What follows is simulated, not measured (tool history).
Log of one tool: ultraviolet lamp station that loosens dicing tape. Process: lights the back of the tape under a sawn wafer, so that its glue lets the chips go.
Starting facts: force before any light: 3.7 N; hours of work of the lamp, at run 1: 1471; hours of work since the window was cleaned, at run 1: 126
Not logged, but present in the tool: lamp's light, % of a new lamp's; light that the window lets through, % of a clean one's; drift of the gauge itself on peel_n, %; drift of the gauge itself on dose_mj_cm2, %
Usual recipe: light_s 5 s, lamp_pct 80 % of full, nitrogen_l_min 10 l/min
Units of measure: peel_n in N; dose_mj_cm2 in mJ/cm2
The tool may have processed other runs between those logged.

run     day  light_s  lamp_pct  nitrogen_l_min  hours of work of the lamp  hours of work since the window was cleaned  peel_n  dose_mj_cm2
  1       0        5        80              10                       1471                                         126   0.303          349
  2   1.633        5        80              10                       1494                                         149   0.325          343
  3   3.404        4        80              10                       1519                                         174   0.528          264
      5.417  -- window cleaned of glue's vapour
  4   5.817        4        80              10                       1553                                           6    0.68          221
  5   8.192        4        80              10                       1586                                          39   0.735          212
  6   9.512        4        80              10                       1605                                          58   0.768          209
  7  11.608        4        80              10                       1635                                          88   0.844          200
  8  13.746        4        61              10                       1665                                         118   1.224          146
  9  15.146        5        80              10                       1685                                         138    0.64          232
 10  16.479        5        80              10                       1704                                         156   0.685          227
 11  18.121        5        80               4                       1727                                         180   1.141          221
     19.833  -- window cleaned of glue's vapour
     19.975  -- window cleaned of glue's vapour, once more
 12  20.312        5        80              10                       1757                                           5   0.309          349
 13  22.012        5        80              10                       1781                                          29   0.325          343
     22.171  -- lamp changed
 14  23.621        5        80              10                         21                                          51   0.129          544
 15  25.662        5        80              10                         49                                          80   0.147          522
 16  28.025        5        67              10                         83                                         113   0.204          424
 17  29.788        5        80               7                        108                                         138     0.2          491
 18  31.717        5        80               7                        135                                         165   0.212          479
 19      34        5        80               7                        167                                         198   0.222          455
     34.388  -- window cleaned of glue's vapour
 20  35.479        5        80              10                        188                                          15   0.133          538
 21  36.883        5        80              10                        208                                          35   0.147          532
 22  39.212        5        80              10                        241                                          68   0.149          511
 23  41.021        5        80              10                        266                                          94   0.156          499
 24  42.725        3        86              10                        290                                         118   0.381          311
 25  44.196        2        95              13                        311                                         139   0.597          225
 26  46.354        2        95              13                        342                                         169   0.656          221
 27  48.333        4        80               9                        370                                         197   0.312          353
     48.754  -- window cleaned of glue's vapour
 28  50.433        4        80               9                        399                                          24   0.233          410
 29  52.417        5        80              12                        427                                          52    0.15          497
 30  54.896        5        80              12                        462                                          87   0.141          478
 31   57.25        5        63              13                        496                                         120   0.236          366
 32  59.367        5        63              13                        526                                         150   0.259          360
 33  61.454        5        63              13                        555                                         180   0.274          346
 34  62.696        5        63              13                        573                                         197   0.297          335
     63.088  -- window cleaned of glue's vapour
 35  64.779        2        80               5                        602                                          24   1.167          195
 36  67.154        3        79               6                        635                                          58   0.658          281
 37  68.454        8        86               4                        654                                          76   0.125          791
 38  70.404        2        86              18                        681                                         103   0.668          193
 39  71.708        7        86              18                        700                                         122   0.096          660
 40  72.833        7        86              18                        716                                         138   0.092          650
 41   74.85        7        86              18                        744                                         166   0.093          629
     77.438  -- window cleaned of glue's vapour
 42  77.438        7        86              18                        781                                           0    0.09          714
 43  80.004        7        86              18                        817                                          36   0.097          691

Here are 4 independent what-if runs from the current tool condition. What would each one return?
  A  82.371        7        78              18                        850                                          70       ?            ?
  B  82.371        5        79              10                        850                                          70       ?            ?
  C  82.371        7        87              18                        850                                          70       ?            ?
  D  82.371        7        86               9                        850                                          70       ?            ?

run  peel_n  dose_mj_cm2
  A   0.101          603
  B   0.186          437
  C   0.086          669
  D   0.104          668
With the hidden condition removed and each run's random variation left untouched, the same runs would have given:
run  peel_n  dose_mj_cm2
  A   0.092          779
  B   0.119          565
  C   0.081          865
  D   0.087          863
